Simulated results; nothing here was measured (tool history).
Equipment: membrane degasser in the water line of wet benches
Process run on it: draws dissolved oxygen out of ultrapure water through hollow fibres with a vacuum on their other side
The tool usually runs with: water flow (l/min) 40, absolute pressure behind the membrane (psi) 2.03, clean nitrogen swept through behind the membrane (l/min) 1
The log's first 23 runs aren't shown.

| run | hour | water flow (l/min) | absolute pressure behind the membrane (psi) | clean nitrogen swept through behind the membrane (l/min) | dissolved oxygen in the water behind the degasser (ppb) | pressure that the water loses in the fibres (psi) |
|---|---|---|---|---|---|---|
| 24 | 1010.4 | 44 | 2.03 | 1 | 868.1 | 8.128 |
| 25 | 1042.1 | 40 | 2.77 | 0.82 | 1311.8 | 7.372 |
| 26 | 1081.3 | 30 | 3.79 | 0.91 | 1358.2 | 5.522 |
| 27 | 1120.7 | 30 | 3.79 | 0.91 | 1355.9 | 5.522 |
| 28 | 1173.5 | 30 | 3.79 | 0.91 | 1357.7 | 5.553 |
| 29 | 1229.6 | 61 | 2.03 | 1 | 1104.9 | 11.272 |
| 30 | 1264.1 | 61 | 2.03 | 1 | 1103.1 | 11.209 |
| 31 | 1317.9 | 35 | 2.07 | 0.66 | 1011.7 | 6.461 |
|  | 1339 | gauge calibrated |
| 32 | 1374.6 | 35 | 2.07 | 0.66 | 1008.3 | 6.601 |

Forecast each of these 4 alternatives for the next run:
| A | 1405.4 | 40 | 4.73 | 1.3 | ? | ? |
| B | 1405.4 | 37 | 2.07 | 0.66 | ? | ? |
| C | 1405.4 | 38 | 1.39 | 1.67 | ? | ? |
| D | 1405.4 | 61 | 4.44 | 0.7 | ? | ? |

| run | dissolved oxygen in the water behind the degasser (ppb) | pressure that the water loses in the fibres (psi) |
|---|---|---|
| A | 1592.2 | 7.432 |
| B | 1047 | 6.923 |
| C | 316.7 | 7.136 |
| D | 2875 | 11.48 |
The same runs, with their run-to-run variation unchanged, on a tool lacking any hidden condition would have given:
| run | dissolved oxygen in the water behind the degasser (ppb) | pressure that the water loses in the fibres (psi) |
|---|---|---|
| A | 1591.9 | 7.439 |
| B | 1046.6 | 6.93 |
| C | 316.5 | 7.143 |
| D | 2874.7 | 11.491 |
